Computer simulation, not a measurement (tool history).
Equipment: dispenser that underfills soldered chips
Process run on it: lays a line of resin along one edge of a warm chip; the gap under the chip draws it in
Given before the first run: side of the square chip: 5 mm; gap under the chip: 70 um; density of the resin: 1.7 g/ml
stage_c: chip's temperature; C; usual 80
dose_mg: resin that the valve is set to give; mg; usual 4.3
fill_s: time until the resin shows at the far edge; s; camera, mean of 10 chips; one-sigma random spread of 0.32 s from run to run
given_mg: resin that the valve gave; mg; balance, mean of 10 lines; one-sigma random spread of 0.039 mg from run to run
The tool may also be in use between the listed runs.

run	hour	stage_c	dose_mg	fill_s	given_mg
1	0	80	4.3	16.8	4.19
# hour 0.9: new syringe of resin
2	7.3	80	4.3	16.2	4.24
# hour 11: new syringe of resin
3	14.5	80	4.3	13.7	4.21
# hour 20.8: new syringe of resin
4	22	80	4.3	12.5	4.12
# hour 30.8: new syringe of resin
5	31.4	80	3.73	12.8	3.54
# hour 41: new syringe of resin
6	41	80	4.3	11.3	4.18
7	46.2	80	4.3	14.6	4.06
# hour 51: new syringe of resin
8	53.5	80	4.3	13.2	4.08
9	57.8	80	4.3	15.8	4.12
# hour 60.6: new syringe of resin
10	64.7	93	4.3	9.1	4.1
# hour 69.8: dispensing valve cleaned and set on the balance
# hour 71.4: new syringe of resin
11	73.8	93	4.3	8.5	4.31
# hour 81.3: new syringe of resin
12	81.3	80	4.3	11.8	4.27
13	85.6	83	4.3	13	4.2
14	89.6	84	4.3	14.9	4.24
# hour 91.4: new syringe of resin
15	99.1	78	4.3	17.3	4.22
# hour 101.4: new syringe of resin
16	105.9	80	5.25	13	5.18
# hour 111.6: new syringe of resin
17	112.5	80	5.25	12	5.14
18	117.6	80	5.25	14.7	5.21
# hour 121.2: new syringe of resin
19	126.8	80	5.25	14.4	5.19
# hour 131.2: new syringe of resin
20	135.1	79	4.02	14.4	3.91
# hour 141: new syringe of resin
21	143.4	91	4.79	8.3	4.61
22	149.1	90	3.76	12.4	3.65
# hour 150.5: new syringe of resin
23	156.9	84	5.33	13.1	4.99
# hour 160.4: new syringe of resin
24	162.9	84	5.33	10.5	5.04

What will run 25 give?
25	168.5	84	5.33	?	?

fill_s: 14 s
given_mg: 5 mg
On a tool with no hidden condition, and with the same random variation, this run would have come out at fill_s 10.3 s, given_mg 5.28 mg.
